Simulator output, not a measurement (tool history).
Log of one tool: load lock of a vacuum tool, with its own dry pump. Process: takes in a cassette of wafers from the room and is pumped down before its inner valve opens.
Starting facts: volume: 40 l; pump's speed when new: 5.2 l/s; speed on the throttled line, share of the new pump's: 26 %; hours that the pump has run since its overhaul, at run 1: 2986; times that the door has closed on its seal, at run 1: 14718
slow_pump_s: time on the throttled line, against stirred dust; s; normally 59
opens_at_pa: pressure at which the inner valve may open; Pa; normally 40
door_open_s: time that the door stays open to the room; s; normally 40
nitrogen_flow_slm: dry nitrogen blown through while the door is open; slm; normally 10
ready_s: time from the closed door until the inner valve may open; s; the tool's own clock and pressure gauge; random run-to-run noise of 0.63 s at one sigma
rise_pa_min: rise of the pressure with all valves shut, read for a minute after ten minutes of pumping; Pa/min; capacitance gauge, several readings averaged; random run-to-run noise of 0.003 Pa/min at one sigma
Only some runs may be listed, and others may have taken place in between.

run	hour	slow_pump_s	opens_at_pa	door_open_s	nitrogen_flow_slm	hours that the pump has run since its overhaul	times that the door has closed on its seal	incoming humidity of the room's air, %	ready_s	rise_pa_min
1	0	59	40	40	10	2986	14718	46.7	106.4	0.176
2	267	73	40	40	10	3253	16034	45.5	117.9	0.197
3	506.6	73	40	40	10	3493	17215	43.5	117.4	0.212
4	625	73	50	40	10	3611	17799	47	114.9	0.227
5	783	73	50	40	10	3769	18577	48.9	116.3	0.238
6	1021.8	84	40	40	10	4008	19755	47	125.6	0.257
7	1232.4	84	40	40	10	4218	20793	43.9	126.1	0.27
8	1353.8	64	74	167	10	4340	21391	46.7	106.4	0.297
9	1511.8	36	28	40	38	4498	22170	44.2	94	0.289
10	1628.5	36	28	40	38	4614	22745	45.6	92.8	0.294

What if the next run were any one of these 4? Each begins from the tool's condition after run 10:
A	1786.3	36	65	40	30	4772	23522	43.2	?	?
B	1786.3	65	28	40	38	4772	23522	45.7	?	?
C	1786.3	101	29	25	10	4772	23522	42.8	?	?
D	1786.3	33	70	40	38	4772	23522	46.3	?	?

run	ready_s	rise_pa_min
A	87.4	0.308
B	114.4	0.298
C	139.1	0.31
D	84.3	0.307
Had the tool no hidden state, the same runs would have come out as:
run	ready_s	rise_pa_min
A	84.1	0.013
B	111	0.011
C	136.6	0.017
D	81	0.012
